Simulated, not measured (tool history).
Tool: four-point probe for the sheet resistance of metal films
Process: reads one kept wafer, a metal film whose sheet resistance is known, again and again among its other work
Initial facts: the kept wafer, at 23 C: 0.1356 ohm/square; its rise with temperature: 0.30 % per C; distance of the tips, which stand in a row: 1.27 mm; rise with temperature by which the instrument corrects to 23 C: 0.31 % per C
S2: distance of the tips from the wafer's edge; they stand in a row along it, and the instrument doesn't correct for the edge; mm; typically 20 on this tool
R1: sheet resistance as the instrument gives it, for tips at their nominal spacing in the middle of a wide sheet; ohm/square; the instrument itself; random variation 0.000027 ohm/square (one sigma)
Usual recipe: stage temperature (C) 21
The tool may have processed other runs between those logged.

Run 1, hour 0: usual settings. Result: R1 0.13553 ohm/square.
Run 2, hour 20.3: usual settings. Result: R1 0.13555 ohm/square.
Run 3, hour 43.3: usual settings. Result: R1 0.135495 ohm/square.
Run 4, hour 58.2: usual settings. Result: R1 0.135522 ohm/square.
Run 5, hour 84.8: usual settings. Result: R1 0.135586 ohm/square.
Run 6, hour 101.9: usual settings. Result: R1 0.13559 ohm/square.
Run 7, hour 122: usual settings but stage temperature (C) 18, S2 5 mm. Result: R1 0.139843 ohm/square.
Run 8, hour 137.6: usual settings but stage temperature (C) 19, S2 51 mm. Result: R1 0.135274 ohm/square.
Run 9, hour 163.7: usual settings but stage temperature (C) 19, S2 51 mm. Result: R1 0.135315 ohm/square.
Run 10, hour 192: usual settings but stage temperature (C) 19, S2 51 mm. Result: R1 0.135275 ohm/square.
Run 11, hour 205.8: usual settings but stage temperature (C) 25, S2 51 mm. Result: R1 0.13534 ohm/square.

What would each run have given without the hidden state, its run-to-run variation left as it was?
Hidden conditions of the tool in this case: inner tips' distance over the nominal, %; tips' flats over new ones', %; wafer's true temperature over the reading, C; drift of the gauge itself on sheet_ohm, %.
run        R1
  1  0.135883
  2    0.1359
  3  0.135842
  4  0.135867
  5  0.135928
  6   0.13593
  7   0.14019
  8  0.135608
  9  0.135646
 10  0.135601
 11  0.135663
